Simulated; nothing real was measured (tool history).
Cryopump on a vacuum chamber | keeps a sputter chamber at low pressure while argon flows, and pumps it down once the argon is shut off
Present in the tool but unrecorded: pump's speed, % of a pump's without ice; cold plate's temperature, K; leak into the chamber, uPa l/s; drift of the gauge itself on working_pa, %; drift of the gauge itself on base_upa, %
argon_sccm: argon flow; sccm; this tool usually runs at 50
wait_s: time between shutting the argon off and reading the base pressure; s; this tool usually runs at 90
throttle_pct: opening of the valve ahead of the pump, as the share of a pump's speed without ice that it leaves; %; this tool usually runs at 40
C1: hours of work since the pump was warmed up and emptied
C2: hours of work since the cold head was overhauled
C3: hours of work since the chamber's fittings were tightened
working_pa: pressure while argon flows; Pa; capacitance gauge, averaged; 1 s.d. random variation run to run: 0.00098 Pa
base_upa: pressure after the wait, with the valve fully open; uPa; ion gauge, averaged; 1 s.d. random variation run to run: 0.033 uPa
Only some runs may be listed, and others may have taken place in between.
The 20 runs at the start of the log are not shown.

{"run": 21, "hour": 1171.1, "argon_sccm": 44, "wait_s": 125, "throttle_pct": 52, "C1": 886, "C2": 1872, "C3": 1872, "working_pa": 0.1667, "base_upa": 2.38}
{"run": 22, "hour": 1210.2, "argon_sccm": 44, "wait_s": 125, "throttle_pct": 52, "C1": 908, "C2": 1894, "C3": 1894, "working_pa": 0.1676, "base_upa": 2.32}
{"run": 23, "hour": 1284.4, "argon_sccm": 31, "wait_s": 166, "throttle_pct": 38, "C1": 949, "C2": 1935, "C3": 1935, "working_pa": 0.1556, "base_upa": 2.17}
{"hour": 1313.7, "done": "pump warmed up, emptied and cooled again"}
{"run": 24, "hour": 1349.9, "argon_sccm": 31, "wait_s": 211, "throttle_pct": 38, "C1": 20, "C2": 1969, "C3": 1969, "working_pa": 0.1402, "base_upa": 1.69}
{"run": 25, "hour": 1435.3, "argon_sccm": 31, "wait_s": 190, "throttle_pct": 38, "C1": 68, "C2": 2017, "C3": 2017, "working_pa": 0.1409, "base_upa": 1.79}
{"run": 26, "hour": 1504.2, "argon_sccm": 31, "wait_s": 190, "throttle_pct": 38, "C1": 107, "C2": 2055, "C3": 2055, "working_pa": 0.1413, "base_upa": 1.75}
{"run": 27, "hour": 1542.4, "argon_sccm": 31, "wait_s": 190, "throttle_pct": 38, "C1": 128, "C2": 2077, "C3": 2077, "working_pa": 0.1417, "base_upa": 1.86}
{"run": 28, "hour": 1600.3, "argon_sccm": 46, "wait_s": 141, "throttle_pct": 38, "C1": 160, "C2": 2109, "C3": 2109, "working_pa": 0.2125, "base_upa": 2.06}
{"run": 29, "hour": 1646.7, "argon_sccm": 35, "wait_s": 29, "throttle_pct": 23, "C1": 186, "C2": 2135, "C3": 2135, "working_pa": 0.2638, "base_upa": 5.82}
{"run": 30, "hour": 1719.5, "argon_sccm": 60, "wait_s": 184, "throttle_pct": 23, "C1": 227, "C2": 2176, "C3": 2176, "working_pa": 0.4528, "base_upa": 1.87}
{"run": 31, "hour": 1794.0, "argon_sccm": 60, "wait_s": 184, "throttle_pct": 23, "C1": 269, "C2": 2217, "C3": 2217, "working_pa": 0.4555, "base_upa": 1.92}
{"run": 32, "hour": 1832.3, "argon_sccm": 60, "wait_s": 184, "throttle_pct": 23, "C1": 290, "C2": 2239, "C3": 2239, "working_pa": 0.4549, "base_upa": 1.92}
{"run": 33, "hour": 1889.3, "argon_sccm": 22, "wait_s": 90, "throttle_pct": 23, "C1": 322, "C2": 2271, "C3": 2271, "working_pa": 0.1652, "base_upa": 2.74}
{"run": 34, "hour": 1952.7, "argon_sccm": 50, "wait_s": 42, "throttle_pct": 40, "C1": 357, "C2": 2306, "C3": 2306, "working_pa": 0.2236, "base_upa": 4.44}

Forecast each of these 4 alternatives for the next run:
{"hour": 2025.8, "done": "leaking fittings of the chamber tightened, without venting"}
{"run": "A", "hour": 2029.1, "argon_sccm": 50, "wait_s": 62, "throttle_pct": 41, "C1": 399, "C2": 2348, "C3": 2, "working_pa": "?", "base_upa": "?"}
{"hour": 2025.8, "done": "leaking fittings of the chamber tightened, without venting"}
{"run": "B", "hour": 2029.1, "argon_sccm": 35, "wait_s": 56, "throttle_pct": 40, "C1": 399, "C2": 2348, "C3": 2, "working_pa": "?", "base_upa": "?"}
{"hour": 2025.8, "done": "leaking fittings of the chamber tightened, without venting"}
{"run": "C", "hour": 2029.1, "argon_sccm": 50, "wait_s": 52, "throttle_pct": 40, "C1": 399, "C2": 2348, "C3": 2, "working_pa": "?", "base_upa": "?"}
{"hour": 2025.8, "done": "leaking fittings of the chamber tightened, without venting"}
{"run": "D", "hour": 2029.1, "argon_sccm": 57, "wait_s": 90, "throttle_pct": 52, "C1": 399, "C2": 2348, "C3": 2, "working_pa": "?", "base_upa": "?"}

run=A working_pa=0.2194 base_upa=2.47
run=B working_pa=0.1555 base_upa=2.69
run=C working_pa=0.2247 base_upa=2.94
run=D working_pa=0.201 base_upa=1.86
Without the tool's unlogged condition, the same runs would have read:
run=A working_pa=0.2064 base_upa=2.41
run=B working_pa=0.1465 base_upa=2.63
run=C working_pa=0.2117 base_upa=2.88
run=D working_pa=0.1862 base_upa=1.8
